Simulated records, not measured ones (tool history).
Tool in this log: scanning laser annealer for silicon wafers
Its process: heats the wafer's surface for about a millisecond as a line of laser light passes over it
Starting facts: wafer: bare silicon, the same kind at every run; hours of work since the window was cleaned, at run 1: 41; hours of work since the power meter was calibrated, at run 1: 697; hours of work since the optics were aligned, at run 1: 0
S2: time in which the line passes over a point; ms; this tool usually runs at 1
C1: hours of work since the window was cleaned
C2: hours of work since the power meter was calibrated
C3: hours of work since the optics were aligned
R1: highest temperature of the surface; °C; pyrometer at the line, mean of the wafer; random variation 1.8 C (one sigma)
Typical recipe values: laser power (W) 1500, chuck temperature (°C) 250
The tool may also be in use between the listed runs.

Run 1, hour 0: usual settings; C1 41; C2 697; C3 0. Result: R1 960 °C.
Run 2, hour 77.2: usual settings; C1 87; C2 743; C3 46. Result: R1 956 °C.
Run 3, hour 129.6: usual settings but chuck temperature (°C) 241; C1 118; C2 774; C3 77. Result: R1 950 °C.
Run 4, hour 169.8: usual settings; C1 141; C2 797; C3 101. Result: R1 955 °C.
Run 5, hour 212.7: usual settings but S2 0.96 ms; C1 167; C2 823; C3 126. Result: R1 943 °C.
Run 6, hour 266.3: usual settings but laser power (W) 1483; C1 199; C2 855; C3 158. Result: R1 949 °C.
Run 7, hour 303.3: usual settings but laser power (W) 1483; C1 220; C2 877; C3 180. Result: R1 945 °C.
Run 8, hour 364: usual settings but laser power (W) 1483; C1 256; C2 912; C3 215. Result: R1 942 °C.
Run 9, hour 442: usual settings but laser power (W) 1483; C1 303; C2 959; C3 262. Result: R1 942 °C.
Run 10, hour 523.7: usual settings but laser power (W) 1483; C1 351; C2 1007; C3 310. Result: R1 939 °C.
Run 11, hour 592.1: usual settings but laser power (W) 1483; C1 391; C2 1048; C3 351. Result: R1 940 °C.
Run 12, hour 663.8: usual settings but laser power (W) 1529; C1 434; C2 1090; C3 393. Result: R1 964 °C.
Run 13, hour 702.5: usual settings but laser power (W) 1529; C1 457; C2 1113; C3 416. Result: R1 966 °C.
Run 14, hour 771.5: usual settings but laser power (W) 1529; C1 498; C2 1154; C3 457. Result: R1 963 °C.
Run 15, hour 807.7: usual settings; C1 519; C2 1175; C3 478. Result: R1 943 °C.
Run 16, hour 859.9: usual settings but laser power (W) 1611; C1 550; C2 1206; C3 509. Result: R1 1014 °C.
Run 17, hour 941.5: usual settings but laser power (W) 1611, chuck temperature (°C) 220; C1 598; C2 1254; C3 557. Result: R1 982 °C.
Run 18, hour 1008.5: usual settings but S2 0.83 ms; C1 638; C2 1294; C3 597. Result: R1 874 °C.
Run 19, hour 1075.6: usual settings but S2 0.83 ms; C1 678; C2 1334; C3 637. Result: R1 874 °C.
At hour 1100: window over the wafer cleaned.
Run 20, hour 1122.9: usual settings but laser power (W) 1418, S2 0.92 ms, chuck temperature (°C) 240; C1 14; C2 1361; C3 664. Result: R1 868 °C.
Run 21, hour 1186.2: usual settings but laser power (W) 1418, S2 0.92 ms, chuck temperature (°C) 240; C1 51; C2 1398; C3 701. Result: R1 868 °C.
Run 22, hour 1242.7: usual settings but laser power (W) 1514, S2 0.75 ms; C1 84; C2 1432; C3 735. Result: R1 863 °C.
Run 23, hour 1284.7: usual settings but laser power (W) 1514, S2 0.75 ms; C1 109; C2 1456; C3 759. Result: R1 862 °C.
Run 24, hour 1327.3: usual settings but laser power (W) 1351, S2 1.2 ms, chuck temperature (°C) 236; C1 135; C2 1482; C3 785. Result: R1 913 °C.
Run 25, hour 1404.6: usual settings but laser power (W) 1524, S2 0.99 ms, chuck temperature (°C) 278; C1 180; C2 1527; C3 830. Result: R1 990 °C.
Run 26, hour 1472.9: usual settings but laser power (W) 1524, S2 0.99 ms, chuck temperature (°C) 278; C1 221; C2 1568; C3 871. Result: R1 992 °C.
Run 27, hour 1528.3: usual settings but laser power (W) 1481, chuck temperature (°C) 256; C1 254; C2 1601; C3 904. Result: R1 944 °C.
At hour 1573: optics aligned, line set to its width.
Run 28, hour 1595.3: usual settings but laser power (W) 1481, chuck temperature (°C) 256; C1 290; C2 1637; C3 13. Result: R1 954 °C.
Run 29, hour 1636.8: usual settings but laser power (W) 1596, S2 0.99 ms, chuck temperature (°C) 256; C1 315; C2 1662; C3 38. Result: R1 1020 °C.

Consider 3 possible next runs. They are alternatives, not a sequence: every one starts from the tool as it was left by run 29. What does each give?
Run A, hour 1679.6: usual settings but laser power (W) 1596, S2 0.97 ms, chuck temperature (°C) 256; C1 340; C2 1687; C3 63. Result: R1 ?.
Run B, hour 1679.6: usual settings but laser power (W) 1524, S2 0.99 ms, chuck temperature (°C) 219; C1 340; C2 1687; C3 63. Result: R1 ?.
Run C, hour 1679.6: usual settings but laser power (W) 1387, S2 0.99 ms, chuck temperature (°C) 256; C1 340; C2 1687; C3 63. Result: R1 ?.

run    R1
  A  1011
  B   938
  C   890
Without the tool's hidden state the same runs would have given:
run    R1
  A  1019
  B   945
  C   896
